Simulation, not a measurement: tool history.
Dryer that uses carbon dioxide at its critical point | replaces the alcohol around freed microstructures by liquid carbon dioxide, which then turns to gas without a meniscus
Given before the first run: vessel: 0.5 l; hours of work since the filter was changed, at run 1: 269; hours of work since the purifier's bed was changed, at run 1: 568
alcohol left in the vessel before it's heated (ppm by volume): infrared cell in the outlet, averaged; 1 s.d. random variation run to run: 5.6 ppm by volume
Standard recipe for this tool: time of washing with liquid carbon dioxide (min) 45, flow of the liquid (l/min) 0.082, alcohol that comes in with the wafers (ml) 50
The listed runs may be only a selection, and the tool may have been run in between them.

| run | day | time of washing with liquid carbon dioxide (min) | flow of the liquid (l/min) | alcohol that comes in with the wafers (ml) | hours of work since the filter was changed | hours of work since the purifier's bed was changed | alcohol left in the vessel before it's heated (ppm by volume) |
|---|---|---|---|---|---|---|---|
| 1 | 0 | 45 | 0.082 | 50 | 269 | 568 | 416 |
| 2 | 0.562 | 45 | 0.082 | 33 | 278 | 577 | 310 |
| 3 | 1.154 | 45 | 0.082 | 33 | 288 | 587 | 311 |
| 4 | 2.192 | 45 | 0.082 | 33 | 305 | 604 | 341 |
| 5 | 2.808 | 45 | 0.082 | 33 | 315 | 614 | 333 |
|  | 3.638 | inlet filter changed |
| 6 | 4.067 | 45 | 0.082 | 21 | 7 | 633 | 123 |
| 7 | 5.112 | 58 | 0.082 | 21 | 24 | 650 | 71 |
| 8 | 6.108 | 59 | 0.082 | 21 | 40 | 667 | 71 |
| 9 | 6.904 | 51 | 0.082 | 50 | 53 | 679 | 144 |
| 10 | 8.046 | 51 | 0.082 | 50 | 72 | 698 | 155 |
| 11 | 9.292 | 51 | 0.082 | 50 | 92 | 718 | 164 |
| 12 | 10.071 | 51 | 0.082 | 50 | 105 | 731 | 176 |
| 13 | 11.379 | 51 | 0.082 | 50 | 126 | 752 | 173 |
| 14 | 12.396 | 51 | 0.082 | 50 | 142 | 769 | 173 |
| 15 | 13.6 | 51 | 0.082 | 50 | 162 | 788 | 196 |
| 16 | 14.788 | 51 | 0.082 | 50 | 181 | 808 | 204 |
| 17 | 15.338 | 45 | 0.082 | 50 | 190 | 817 | 364 |
| 18 | 16.179 | 45 | 0.082 | 93 | 204 | 830 | 664 |

Predict the results of run 19:
| 19 | 16.758 | 45 | 0.082 | 110 | 213 | 840 | ? |

{"run 19": {"alcohol left in the vessel before it's heated (ppm by volume)": 775}}
Minus the tool's unlogged condition, the same run would have read alcohol left in the vessel before it's heated (ppm by volume) 357.

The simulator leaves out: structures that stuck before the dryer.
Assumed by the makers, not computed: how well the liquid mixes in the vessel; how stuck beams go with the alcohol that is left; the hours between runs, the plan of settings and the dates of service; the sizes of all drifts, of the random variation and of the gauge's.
